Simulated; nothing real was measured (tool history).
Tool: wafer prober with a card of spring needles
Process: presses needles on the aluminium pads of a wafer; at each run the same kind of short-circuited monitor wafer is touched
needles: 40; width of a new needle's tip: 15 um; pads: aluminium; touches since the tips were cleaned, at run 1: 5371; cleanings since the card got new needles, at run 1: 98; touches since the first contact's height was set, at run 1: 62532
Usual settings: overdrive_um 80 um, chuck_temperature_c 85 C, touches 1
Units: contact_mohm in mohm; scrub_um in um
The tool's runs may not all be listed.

run,hour,overdrive_um,chuck_temperature_c,touches,touches since the tips were cleaned,cleanings since the card got new needles,touches since the first contact's height was set,contact_mohm,scrub_um
1,0,80,85,1,5371,98,62532,320,21.77
# hour 3.3: tips cleaned on abrasive film
# hour 18.9: tips cleaned on abrasive film
# hour 33.5: tips cleaned on abrasive film
# hour 48.3: tips cleaned on abrasive film
2,51,81,85,1,1220,102,85098,224,21.88
# hour 64: tips cleaned on abrasive film
# hour 78.4: tips cleaned on abrasive film
# hour 93.2: tips cleaned on abrasive film
3,105.5,81,85,1,5488,105,109246,331,21.87
# hour 108: tips cleaned on abrasive film
# hour 123.1: tips cleaned on abrasive film
4,128.6,80,85,1,2445,107,119434,293,21.6
# hour 137.3: tips cleaned on abrasive film
# hour 151.8: tips cleaned on abrasive film
5,158.4,80,85,1,2920,109,132613,294,21.53
# hour 167.5: tips cleaned on abrasive film
# hour 183: tips cleaned on abrasive film
6,195.8,80,85,1,5682,111,149184,333,21.55
# hour 198.7: tips cleaned on abrasive film
# hour 214: tips cleaned on abrasive film
7,222.2,80,85,1,3656,113,160874,301,21.35
# hour 228.7: tips cleaned on abrasive film
# hour 244.6: tips cleaned on abrasive film
8,257.4,80,85,1,5685,115,176449,362,21.21
# hour 259.7: tips cleaned on abrasive film
# hour 274.2: tips cleaned on abrasive film
# hour 290: tips cleaned on abrasive film
9,301.4,80,85,1,5113,118,195945,345,21.09
# hour 304.7: tips cleaned on abrasive film
# hour 320.3: tips cleaned on abrasive film
# hour 323.8: height of the first contact set anew
# hour 335.4: tips cleaned on abrasive film
10,341.6,80,85,1,2772,121,7883,303,22.02
# hour 351.3: tips cleaned on abrasive film
# hour 366: tips cleaned on abrasive film
# hour 379.4: tips cleaned on abrasive film
# hour 394.9: tips cleaned on abrasive film
11,394.9,84,85,1,0,125,31461,157,23.06
# hour 410.8: tips cleaned on abrasive film
# hour 424.9: tips cleaned on abrasive film
12,424.9,84,85,1,0,127,44728,144,23.03
# hour 439.4: tips cleaned on abrasive film
# hour 455.4: tips cleaned on abrasive film
# hour 469.9: tips cleaned on abrasive film
13,473,84,85,1,1390,130,66009,218,22.98
# hour 485.9: tips cleaned on abrasive film
# hour 500.4: tips cleaned on abrasive film
# hour 515.6: tips cleaned on abrasive film
14,522.6,84,85,1,3123,133,87982,289,22.87
# hour 528.7: tips cleaned on abrasive film
# hour 544.1: tips cleaned on abrasive film
15,556.3,84,85,1,5446,135,102925,329,22.74
# hour 558.9: tips cleaned on abrasive film
# hour 574.2: tips cleaned on abrasive film
16,581,84,85,1,3045,137,113832,309,22.78
# hour 589.8: tips cleaned on abrasive film
# hour 603.7: tips cleaned on abrasive film
17,615.6,80,85,1,5307,139,129156,368,21.47
# hour 618.9: tips cleaned on abrasive film
# hour 634.2: tips cleaned on abrasive film
# hour 648.1: tips cleaned on abrasive film
18,660.3,61,85,1,5428,142,148917,549,16.23
# hour 663.6: tips cleaned on abrasive film
# hour 678.9: tips cleaned on abrasive film
# hour 695: tips cleaned on abrasive film
19,699.7,70,56,1,2083,145,166349,348,18.64
# hour 709.4: tips cleaned on abrasive film
# hour 723.7: tips cleaned on abrasive film
20,728.6,70,85,1,2212,147,179154,333,18.34
# hour 738.3: tips cleaned on abrasive film
# hour 754.4: tips cleaned on abrasive film
21,766.6,80,37,2,5404,149,195963,285,21.33
# hour 769.9: tips cleaned on abrasive film
# hour 785.1: tips cleaned on abrasive film
# hour 788.6: height of the first contact set anew
22,790.9,71,49,1,2477,151,1049,366,19.58

The next listed run, before its measurement:
# hour 800.6: tips cleaned on abrasive film
# hour 816.1: tips cleaned on abrasive film
23,820.6,71,49,1,1993,153,14194,?,?

{"run 23": {"contact_mohm": 311, "scrub_um": 19.62}}
Without the tool's hidden state the same run would have given contact_mohm 128 mohm, scrub_um 19.68 um.
